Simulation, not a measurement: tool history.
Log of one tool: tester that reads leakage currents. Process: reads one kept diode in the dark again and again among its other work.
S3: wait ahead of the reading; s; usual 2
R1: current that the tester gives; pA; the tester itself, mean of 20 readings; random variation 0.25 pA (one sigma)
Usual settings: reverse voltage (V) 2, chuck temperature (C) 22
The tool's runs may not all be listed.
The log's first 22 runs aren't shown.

Run 23, hour 3290.8: usual settings but chuck temperature (C) 51, S3 0.4 s. Result: R1 634.17 pA.
Run 24, hour 3400.1: usual settings but chuck temperature (C) 51, S3 0.4 s. Result: R1 631.58 pA.
Run 25, hour 3607.3: usual settings but chuck temperature (C) 49, S3 0.35 s. Result: R1 544.97 pA.
Run 26, hour 3755.9: usual settings but chuck temperature (C) 37, S3 1.59 s. Result: R1 230.06 pA.
At hour 3778.7: chuck's temperature calibrated.
Run 27, hour 3871.6: usual settings but reverse voltage (V) 2.13, S3 0.82 s. Result: R1 84.95 pA.
Run 28, hour 3965.7: usual settings but reverse voltage (V) 9.58, S3 0.97 s. Result: R1 166.39 pA.
Run 29, hour 4179.7: usual settings but reverse voltage (V) 9.58, S3 0.97 s. Result: R1 165.73 pA.
Run 30, hour 4335.3: usual settings but reverse voltage (V) 17.5, chuck temperature (C) 42, S3 8.17 s. Result: R1 940.61 pA.
Run 31, hour 4538.1: usual settings but reverse voltage (V) 1.1, chuck temperature (C) 42, S3 6.58 s. Result: R1 274.17 pA.
Run 32, hour 4629.2: usual settings but reverse voltage (V) 1.1, chuck temperature (C) 42, S3 6.58 s. Result: R1 271.21 pA.
Run 33, hour 4800: usual settings but reverse voltage (V) 1.07, chuck temperature (C) 49. Result: R1 431.41 pA.
Run 34, hour 5012.2: usual settings but reverse voltage (V) 18.44, chuck temperature (C) 21, S3 0.95 s. Result: R1 202.88 pA.
Run 35, hour 5201.8: usual settings but reverse voltage (V) 18.44, chuck temperature (C) 21, S3 0.95 s. Result: R1 200.83 pA.
Run 36, hour 5345.3: usual settings but reverse voltage (V) 18.44, chuck temperature (C) 21, S3 0.95 s. Result: R1 199.93 pA.

Forecast each of these 3 alternatives for the next run:
Run A, hour 5454.9: usual settings but chuck temperature (C) 28, S3 2.07 s. Result: R1 ?.
Run B, hour 5454.9: usual settings but reverse voltage (V) 2.77, chuck temperature (C) 53, S3 5.26 s. Result: R1 ?.
Run C, hour 5454.9: usual settings but reverse voltage (V) 18.44, chuck temperature (C) 33, S3 0.95 s. Result: R1 ?.

run      R1
  A   119.6
  B  831.94
  C  482.44
Without the tool's hidden state the same runs would have given:
run      R1
  A  129.39
  B  896.55
  C  509.69

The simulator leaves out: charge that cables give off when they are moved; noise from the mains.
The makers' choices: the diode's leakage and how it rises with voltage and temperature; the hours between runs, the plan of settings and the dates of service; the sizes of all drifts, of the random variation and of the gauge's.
